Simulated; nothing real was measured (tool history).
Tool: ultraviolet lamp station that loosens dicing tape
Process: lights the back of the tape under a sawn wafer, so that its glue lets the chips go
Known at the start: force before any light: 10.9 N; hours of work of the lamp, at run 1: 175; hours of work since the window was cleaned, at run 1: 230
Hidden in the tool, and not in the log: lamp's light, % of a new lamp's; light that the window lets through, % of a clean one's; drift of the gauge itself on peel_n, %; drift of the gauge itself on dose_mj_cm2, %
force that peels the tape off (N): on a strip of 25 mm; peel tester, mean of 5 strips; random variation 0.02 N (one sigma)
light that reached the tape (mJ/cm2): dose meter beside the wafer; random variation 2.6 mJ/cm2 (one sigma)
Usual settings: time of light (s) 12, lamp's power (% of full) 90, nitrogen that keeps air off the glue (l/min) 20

run   hour  time of light (s)  lamp's power (% of full)  nitrogen that keeps air off the glue (l/min)  hours of work of the lamp  hours of work since the window was cleaned  force that peels the tape off (N)  light that reached the tape (mJ/cm2)
  1      0                 12                        90                                            20                        175                                         230                              1.293                                   282
  2    4.8                 12                        90                                            20                        179                                         234                              1.289                                   286
  3    9.7                 12                        89                                            20                        182                                         237                              1.355                                   279
  4   15.3                 12                        90                                            18                        186                                         241                              1.381                                   284
  5   22.3                 12                        90                                            18                        190                                         245                              1.372                                   281
  6   27.3                 12                        90                                            18                        193                                         249                              1.397                                   281
  7   31.4                 12                        76                                            20                        196                                         251                              1.851                                   238
  8   37.8                 12                        90                                            20                        201                                         256                              1.354                                   279
  9     46                 12                        90                                            20                        206                                         261                              1.366                                   281
 10   52.3                 12                        90                                            20                        210                                         265                               1.35                                   276
 11   59.6                 12                        90                                            20                        215                                         270                              1.398                                   274
 12   63.5                 12                        74                                            20                        218                                         273                              1.957                                   230
 13   67.4                 12                        65                                            20                        220                                         275                              2.411                                   198
 14   72.7                 12                        66                                            20                        224                                         279                              2.346                                   195
 15   78.6                 12                        66                                            20                        228                                         283                              2.425                                   200
 16   83.3                 12                        87                                            20                        231                                         286                               1.47                                   263
 17   88.3                 12                        71                                            20                        234                                         289                              2.157                                   216
 18   96.5                 18                        62                                             9                        240                                         295                              1.875                                   281
 19  105.2                 18                        62                                             9                        245                                         300                              1.864                                   284
 20  111.5                  7                        71                                            19                        250                                         305                              4.196                                   127
 21  119.2                  7                        71                                            19                        255                                         310                              4.154                                   124
 22  124.5                  7                        71                                            19                        258                                         313                              4.285                                   128
     125.5  -- window cleaned of glue's vapour
 23  132.5                  7                        71                                             9                        263                                           5                              5.272                                   116
 24    138                  7                        77                                             9                        267                                           8                              4.824                                   121
 25  143.6                  7                        77                                             9                        271                                          12                              4.797                                   125
 26  152.9                 22                        90                                            39                        277                                          18                               0.33                                   451
 27  160.8                  6                        90                                            39                        282                                          23                              3.889                                   125
 28  167.6                  6                        65                                            39                        287                                          28                              4.977                                    91
     168.8  -- window cleaned of glue's vapour, once more
 29  176.8                 10                        74                                            39                        292                                           5                              1.996                                   201
 30  181.2                 11                        77                                            36                        295                                           8                              1.673                                   228
 31  186.8                 13                        75                                             8                        299                                          12                              2.182                                   266
 32    191                 13                        75                                             8                        302                                          15                              2.142                                   262
 33  200.2                 16                        62                                            20                        308                                          21                               1.49                                   269
 34    209                 13                        93                                            20                        314                                          27                              0.974                                   323

Forecast each of these 5 alternatives for the next run:
  A  214.6                 12                        90                                             6                        318                                          30                                  ?                                     ?
  B  214.6                 21                        90                                            20                        318                                          30                                  ?                                     ?
  C  214.6                  6                        74                                            17                        318                                          30                                  ?                                     ?
  D  214.6                 12                        78                                             9                        318                                          30                                  ?                                     ?
  E  214.6                 15                        90                                            26                        318                                          30                                  ?                                     ?

run  force that peels the tape off (N)  light that reached the tape (mJ/cm2)
  A                              2.019                                   288
  B                              0.328                                   509
  C                              4.651                                   119
  D                               2.12                                   252
  E                              0.679                                   361
Without the tool's hidden state the same runs would have given:
run  force that peels the tape off (N)  light that reached the tape (mJ/cm2)
  A                              1.634                                   326
  B                              0.241                                   577
  C                              4.147                                   135
  D                              1.729                                   285
  E                              0.496                                   409
